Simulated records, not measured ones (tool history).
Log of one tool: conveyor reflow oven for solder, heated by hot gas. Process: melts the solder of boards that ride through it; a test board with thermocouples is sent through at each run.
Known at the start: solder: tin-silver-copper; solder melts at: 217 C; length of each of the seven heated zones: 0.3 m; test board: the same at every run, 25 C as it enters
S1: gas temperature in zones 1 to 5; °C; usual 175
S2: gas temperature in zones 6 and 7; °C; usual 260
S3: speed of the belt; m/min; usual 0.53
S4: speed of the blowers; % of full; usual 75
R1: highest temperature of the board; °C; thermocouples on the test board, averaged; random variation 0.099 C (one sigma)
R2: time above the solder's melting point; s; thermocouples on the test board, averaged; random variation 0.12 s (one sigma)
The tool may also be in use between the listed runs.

run 1 hour=0 | S1=175 S2=260 S3=0.53 S4=75 | R1=240.41 R2=40.7
run 2 hour=33 | S1=175 S2=260 S3=0.596 S4=75 | R1=236.12 R2=31
run 3 hour=59.9 | S1=175 S2=260 S3=0.596 S4=75 | R1=236.04 R2=30.7
-- hour=85.7 flux residue cleaned out of gas plates and filters
run 4 hour=96.7 | S1=175 S2=260 S3=0.53 S4=75 | R1=242.23 R2=43.3
run 5 hour=119.7 | S1=175 S2=260 S3=0.53 S4=75 | R1=242.39 R2=43.1
run 6 hour=144.2 | S1=175 S2=249 S3=0.53 S4=75 | R1=233.13 R2=33.9
run 7 hour=169.2 | S1=175 S2=260 S3=0.53 S4=62 | R1=238.83 R2=38.5
run 8 hour=202.5 | S1=175 S2=260 S3=0.53 S4=62 | R1=238.81 R2=38.3
run 9 hour=229.5 | S1=175 S2=260 S3=0.53 S4=62 | R1=238.75 R2=38.3
run 10 hour=249 | S1=175 S2=260 S3=0.53 S4=62 | R1=238.6 R2=38.1
run 11 hour=264.4 | S1=175 S2=260 S3=0.53 S4=62 | R1=238.54 R2=38.3
run 12 hour=292.3 | S1=175 S2=260 S3=0.549 S4=75 | R1=240.59 R2=39.8
run 13 hour=311.2 | S1=175 S2=260 S3=0.549 S4=75 | R1=240.68 R2=39.7
run 14 hour=334.7 | S1=175 S2=260 S3=0.549 S4=75 | R1=240.76 R2=39.4
run 15 hour=349.7 | S1=175 S2=260 S3=0.447 S4=75 | R1=246.87 R2=57.6
run 16 hour=368.2 | S1=187 S2=267 S3=0.52 S4=74 | R1=250.4 R2=54.8
run 17 hour=397.1 | S1=187 S2=267 S3=0.52 S4=74 | R1=250.39 R2=54.9
run 18 hour=430.5 | S1=174 S2=261 S3=0.549 S4=78 | R1=241.71 R2=40.2
run 19 hour=459.5 | S1=174 S2=261 S3=0.605 S4=78 | R1=237.75 R2=32.4
run 20 hour=494.3 | S1=184 S2=261 S3=0.425 S4=78 | R1=250.65 R2=68.2
run 21 hour=514.1 | S1=168 S2=261 S3=0.528 S4=78 | R1=241.41 R2=40.1
run 22 hour=545.2 | S1=175 S2=260 S3=0.613 S4=75 | R1=235.86 R2=29.9
run 23 hour=567.8 | S1=175 S2=260 S3=0.613 S4=75 | R1=235.85 R2=29.7
run 24 hour=592.9 | S1=175 S2=260 S3=0.613 S4=75 | R1=235.73 R2=29.7
run 25 hour=628.3 | S1=175 S2=260 S3=0.613 S4=75 | R1=235.75 R2=29.6
run 26 hour=658.5 | S1=181 S2=258 S3=0.613 S4=75 | R1=235.68 R2=31.2
run 27 hour=676 | S1=181 S2=258 S3=0.613 S4=75 | R1=235.54 R2=31.1
run 28 hour=702.9 | S1=181 S2=258 S3=0.613 S4=75 | R1=235.6 R2=31.3
-- hour=710.4 flux residue cleaned out of gas plates and filters
run 29 hour=728.6 | S1=181 S2=258 S3=0.613 S4=75 | R1=237.81 R2=34.2
run 30 hour=748.4 | S1=181 S2=258 S3=0.613 S4=75 | R1=237.68 R2=34.2

Hidden state or all else? Some run-to-run changes of R1, split into what the settings, what came in and random variation would give without the hidden state, and what is left for the hidden state (with any gauge scatter that isn't in both results):
The hidden state here: heat that the gas passes to the board, % of a clean oven's; belt's true speed, % of the reading; true gas temperature in zones 6 and 7 over the reading, C; drift of the gauge itself on peak_c, C; drift of the gauge itself on liquid_s, %.
Run 3 -> 4: S3 0.596 -> 0.53, flux residue cleaned out of gas plates and filters. R1 +6.19 °C: hidden state +2.3, all else +3.89.
Run 5 -> 6: S2 260 -> 249. R1 -9.26 °C: hidden state -0.08, all else -9.18.
Run 19 -> 20: S1 174 -> 184, S3 0.605 -> 0.425. R1 +12.9 °C: hidden state +0.48, all else +12.42.
Run 20 -> 21: S1 184 -> 168, S3 0.425 -> 0.528. R1 -9.24 °C: hidden state -0.48, all else -8.76.
Run 28 -> 29: flux residue cleaned out of gas plates and filters. R1 +2.21 °C: hidden state +2.19, all else +0.02.
